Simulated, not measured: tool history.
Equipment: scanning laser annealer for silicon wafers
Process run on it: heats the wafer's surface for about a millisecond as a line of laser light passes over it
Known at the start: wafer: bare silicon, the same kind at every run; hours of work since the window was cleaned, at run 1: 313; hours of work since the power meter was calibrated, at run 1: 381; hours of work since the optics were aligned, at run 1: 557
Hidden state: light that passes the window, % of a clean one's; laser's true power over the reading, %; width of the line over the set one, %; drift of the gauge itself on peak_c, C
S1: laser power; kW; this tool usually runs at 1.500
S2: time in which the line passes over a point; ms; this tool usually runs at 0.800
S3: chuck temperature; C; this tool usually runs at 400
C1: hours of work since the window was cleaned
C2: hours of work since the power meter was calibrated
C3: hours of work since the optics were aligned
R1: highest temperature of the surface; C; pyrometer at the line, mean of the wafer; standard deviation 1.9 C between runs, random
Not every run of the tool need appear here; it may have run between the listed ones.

| run | day | S1 | S2 | S3 | C1 | C2 | C3 | R1 |
|---|---|---|---|---|---|---|---|---|
| 1 | 0.000 | 1.500 | 0.800 | 400 | 313 | 381 | 557 | 1144 |
| 2 | 1.096 | 1.500 | 0.800 | 400 | 330 | 399 | 574 | 1139 |
| 3 | 2.133 | 1.500 | 0.744 | 400 | 347 | 415 | 591 | 1109 |
| 4 | 2.975 | 1.500 | 0.744 | 400 | 361 | 429 | 605 | 1106 |
| 5 | 3.817 | 1.500 | 0.800 | 400 | 375 | 443 | 619 | 1141 |
| 6 | 4.875 | 1.500 | 0.800 | 400 | 392 | 460 | 636 | 1136 |
| 7 | 6.250 | 1.424 | 0.800 | 400 | 414 | 482 | 658 | 1092 |
| 8 | 7.438 | 1.500 | 0.800 | 400 | 433 | 502 | 678 | 1132 |
| 9 | 8.383 | 1.500 | 0.800 | 400 | 449 | 517 | 693 | 1133 |
| 10 | 9.746 | 1.500 | 0.800 | 416 | 471 | 539 | 715 | 1150 |
| 11 | 10.788 | 1.500 | 0.800 | 416 | 488 | 556 | 732 | 1151 |
| 12 | 12.017 | 1.500 | 0.800 | 416 | 508 | 576 | 752 | 1147 |
| 13 | 13.417 | 1.500 | 0.800 | 416 | 530 | 599 | 775 | 1148 |
| 14 | 14.100 | 1.500 | 0.800 | 416 | 542 | 610 | 786 | 1149 |
| 15 | 15.529 | 1.500 | 0.800 | 416 | 565 | 633 | 809 | 1145 |
| 16 | 16.204 | 1.500 | 0.834 | 416 | 576 | 644 | 820 | 1162 |
|  | 16.438 | laser's power meter calibrated |
| 17 | 17.704 | 1.500 | 0.800 | 368 | 598 | 21 | 842 | 1098 |
| 18 | 18.908 | 1.500 | 0.800 | 368 | 618 | 40 | 862 | 1098 |
| 19 | 20.279 | 1.500 | 0.800 | 368 | 640 | 62 | 884 | 1096 |
| 20 | 20.929 | 1.500 | 0.839 | 400 | 650 | 73 | 895 | 1149 |
| 21 | 22.029 | 1.500 | 0.800 | 400 | 668 | 91 | 912 | 1126 |
| 22 | 22.929 | 1.396 | 0.604 | 375 | 683 | 105 | 927 | 945 |
|  | 23.779 | laser's power meter calibrated, once more |
| 23 | 24.392 | 1.603 | 0.800 | 439 | 705 | 10 | 949 | 1211 |
| 24 | 25.479 | 1.324 | 0.856 | 426 | 722 | 28 | 966 | 1078 |
| 25 | 26.388 | 1.324 | 0.856 | 426 | 737 | 42 | 981 | 1076 |
| 26 | 27.671 | 1.367 | 0.908 | 429 | 758 | 63 | 1002 | 1123 |
| 27 | 28.788 | 1.367 | 0.908 | 429 | 776 | 81 | 1020 | 1127 |
|  | 29.133 | optics aligned, line set to its width |
| 28 | 29.929 | 1.446 | 0.977 | 400 | 791 | 97 | 13 | 1189 |
| 29 | 30.904 | 1.446 | 0.977 | 400 | 807 | 112 | 29 | 1184 |
|  | 31.683 | window over the wafer cleaned |
| 30 | 31.683 | 1.446 | 0.677 | 397 | 0 | 124 | 40 | 1059 |
| 31 | 32.571 | 1.446 | 0.677 | 397 | 14 | 138 | 54 | 1059 |
| 32 | 33.658 | 1.397 | 0.640 | 400 | 32 | 156 | 72 | 1016 |
| 33 | 34.788 | 1.397 | 0.640 | 400 | 50 | 174 | 90 | 1014 |
| 34 | 35.546 | 1.646 | 0.918 | 410 | 63 | 186 | 103 | 1319 |
| 35 | 36.925 | 1.500 | 0.973 | 410 | 85 | 209 | 125 | 1257 |
| 36 | 37.788 | 1.500 | 0.973 | 410 | 99 | 223 | 139 | 1257 |
| 37 | 38.933 | 1.453 | 0.928 | 417 | 118 | 241 | 158 | 1213 |
| 38 | 40.375 | 1.453 | 0.662 | 366 | 141 | 265 | 181 | 1014 |
| 39 | 41.533 | 1.606 | 0.641 | 366 | 160 | 284 | 200 | 1081 |
| 40 | 43.088 | 1.394 | 0.678 | 414 | 185 | 309 | 225 | 1042 |
| 41 | 44.529 | 1.394 | 0.678 | 414 | 209 | 332 | 249 | 1042 |
| 42 | 45.517 | 1.394 | 0.678 | 414 | 225 | 348 | 265 | 1041 |

Each row is a separate what-if for the run after 42, all from the same tool condition, not one after another. Results?
| A | 46.871 | 1.325 | 0.962 | 400 | 247 | 370 | 287 | ? |
| B | 46.871 | 1.500 | 0.908 | 400 | 247 | 370 | 287 | ? |
| C | 46.871 | 1.307 | 0.601 | 400 | 247 | 370 | 287 | ? |

| run | R1 |
|---|---|
| A | 1126 |
| B | 1204 |
| C | 943 |
Stripped of hidden state, with their random variation kept, the same runs would have yielded:
| run | R1 |
|---|---|
| A | 1135 |
| B | 1215 |
| C | 950 |
